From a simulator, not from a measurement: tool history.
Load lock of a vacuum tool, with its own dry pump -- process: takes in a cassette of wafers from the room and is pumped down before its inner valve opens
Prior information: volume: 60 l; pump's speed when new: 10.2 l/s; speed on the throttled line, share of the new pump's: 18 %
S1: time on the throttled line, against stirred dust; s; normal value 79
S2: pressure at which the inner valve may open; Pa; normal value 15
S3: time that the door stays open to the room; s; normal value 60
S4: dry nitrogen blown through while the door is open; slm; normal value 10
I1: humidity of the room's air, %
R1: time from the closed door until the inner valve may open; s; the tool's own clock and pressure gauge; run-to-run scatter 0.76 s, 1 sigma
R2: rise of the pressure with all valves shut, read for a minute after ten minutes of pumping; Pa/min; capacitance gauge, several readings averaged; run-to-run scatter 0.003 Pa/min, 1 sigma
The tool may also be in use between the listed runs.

{"run": 1, "hour": 0.0, "S1": 79, "S2": 15, "S3": 60, "S4": 10, "I1": 44.6, "R1": 117.3, "R2": 0.056}
{"run": 2, "hour": 103.5, "S1": 79, "S2": 15, "S3": 60, "S4": 10, "I1": 46.8, "R1": 117.8, "R2": 0.067}
{"run": 3, "hour": 256.1, "S1": 79, "S2": 15, "S3": 60, "S4": 10, "I1": 43.5, "R1": 116.8, "R2": 0.069}
{"run": 4, "hour": 388.1, "S1": 79, "S2": 15, "S3": 60, "S4": 10, "I1": 40.5, "R1": 117.8, "R2": 0.066}
{"run": 5, "hour": 551.0, "S1": 79, "S2": 15, "S3": 60, "S4": 10, "I1": 44.7, "R1": 117.7, "R2": 0.072}
{"run": 6, "hour": 651.0, "S1": 79, "S2": 15, "S3": 60, "S4": 10, "I1": 44.5, "R1": 115.9, "R2": 0.073}
{"run": 7, "hour": 730.0, "S1": 79, "S2": 15, "S3": 60, "S4": 10, "I1": 44.7, "R1": 116.8, "R2": 0.073}
{"run": 8, "hour": 874.8, "S1": 79, "S2": 15, "S3": 174, "S4": 10, "I1": 44.3, "R1": 118.3, "R2": 0.108}
{"run": 9, "hour": 1019.7, "S1": 79, "S2": 15, "S3": 174, "S4": 10, "I1": 46.7, "R1": 118.1, "R2": 0.118}
{"run": 10, "hour": 1114.0, "S1": 79, "S2": 15, "S3": 174, "S4": 10, "I1": 43.8, "R1": 117.6, "R2": 0.115}
{"run": 11, "hour": 1271.9, "S1": 79, "S2": 15, "S3": 174, "S4": 10, "I1": 43.6, "R1": 117.0, "R2": 0.118}
{"run": 12, "hour": 1354.4, "S1": 79, "S2": 15, "S3": 174, "S4": 10, "I1": 48.7, "R1": 116.9, "R2": 0.124}
{"run": 13, "hour": 1491.2, "S1": 79, "S2": 15, "S3": 60, "S4": 7, "I1": 47.9, "R1": 116.7, "R2": 0.106}
{"run": 14, "hour": 1613.3, "S1": 79, "S2": 15, "S3": 60, "S4": 7, "I1": 46.4, "R1": 118.7, "R2": 0.099}
{"run": 15, "hour": 1747.4, "S1": 79, "S2": 11, "S3": 60, "S4": 10, "I1": 43.4, "R1": 119.0, "R2": 0.094}
{"run": 16, "hour": 1892.9, "S1": 79, "S2": 11, "S3": 60, "S4": 10, "I1": 43.4, "R1": 118.8, "R2": 0.101}
{"run": 17, "hour": 1970.9, "S1": 79, "S2": 11, "S3": 60, "S4": 10, "I1": 44.6, "R1": 118.2, "R2": 0.104}
{"run": 18, "hour": 2104.0, "S1": 79, "S2": 11, "S3": 60, "S4": 10, "I1": 45.0, "R1": 121.1, "R2": 0.107}
{"run": 19, "hour": 2254.2, "S1": 79, "S2": 15, "S3": 60, "S4": 10, "I1": 39.9, "R1": 119.2, "R2": 0.102}
{"run": 20, "hour": 2358.9, "S1": 87, "S2": 10, "S3": 28, "S4": 15, "I1": 46.0, "R1": 127.7, "R2": 0.095}
{"run": 21, "hour": 2502.2, "S1": 87, "S2": 10, "S3": 28, "S4": 15, "I1": 44.3, "R1": 127.6, "R2": 0.104}
{"run": 22, "hour": 2579.7, "S1": 87, "S2": 10, "S3": 70, "S4": 15, "I1": 46.9, "R1": 126.9, "R2": 0.12}
{"run": 23, "hour": 2653.6, "S1": 87, "S2": 24, "S3": 70, "S4": 15, "I1": 44.0, "R1": 123.1, "R2": 0.12}
{"run": 24, "hour": 2807.9, "S1": 87, "S2": 24, "S3": 70, "S4": 15, "I1": 44.0, "R1": 121.4, "R2": 0.125}
{"run": 25, "hour": 2951.7, "S1": 87, "S2": 24, "S3": 70, "S4": 15, "I1": 42.7, "R1": 122.0, "R2": 0.134}
{"run": 26, "hour": 3043.5, "S1": 87, "S2": 24, "S3": 70, "S4": 15, "I1": 42.9, "R1": 123.2, "R2": 0.127}
{"run": 27, "hour": 3151.1, "S1": 136, "S2": 15, "S3": 232, "S4": 15, "I1": 47.7, "R1": 164.2, "R2": 0.176}
{"run": 28, "hour": 3306.5, "S1": 136, "S2": 15, "S3": 232, "S4": 15, "I1": 44.9, "R1": 163.9, "R2": 0.169}
{"run": 29, "hour": 3391.5, "S1": 110, "S2": 15, "S3": 32, "S4": 15, "I1": 45.2, "R1": 144.3, "R2": 0.136}
{"run": 30, "hour": 3464.1, "S1": 110, "S2": 15, "S3": 32, "S4": 15, "I1": 47.4, "R1": 144.6, "R2": 0.136}
{"run": 31, "hour": 3553.9, "S1": 110, "S2": 15, "S3": 70, "S4": 45, "I1": 47.3, "R1": 144.1, "R2": 0.139}
{"run": 32, "hour": 3658.1, "S1": 42, "S2": 24, "S3": 70, "S4": 45, "I1": 46.6, "R1": 85.8, "R2": 0.139}

What will run 33 give?
{"run": 33, "hour": 3779.8, "S1": 79, "S2": 10, "S3": 172, "S4": 26, "I1": 48.5, "R1": "?", "R2": "?"}

R1: 121.8 s
R2: 0.165 Pa/min
On a tool with no hidden condition, and with the same random variation, this run would have come out at R1 119.3 s, R2 0.043 Pa/min.
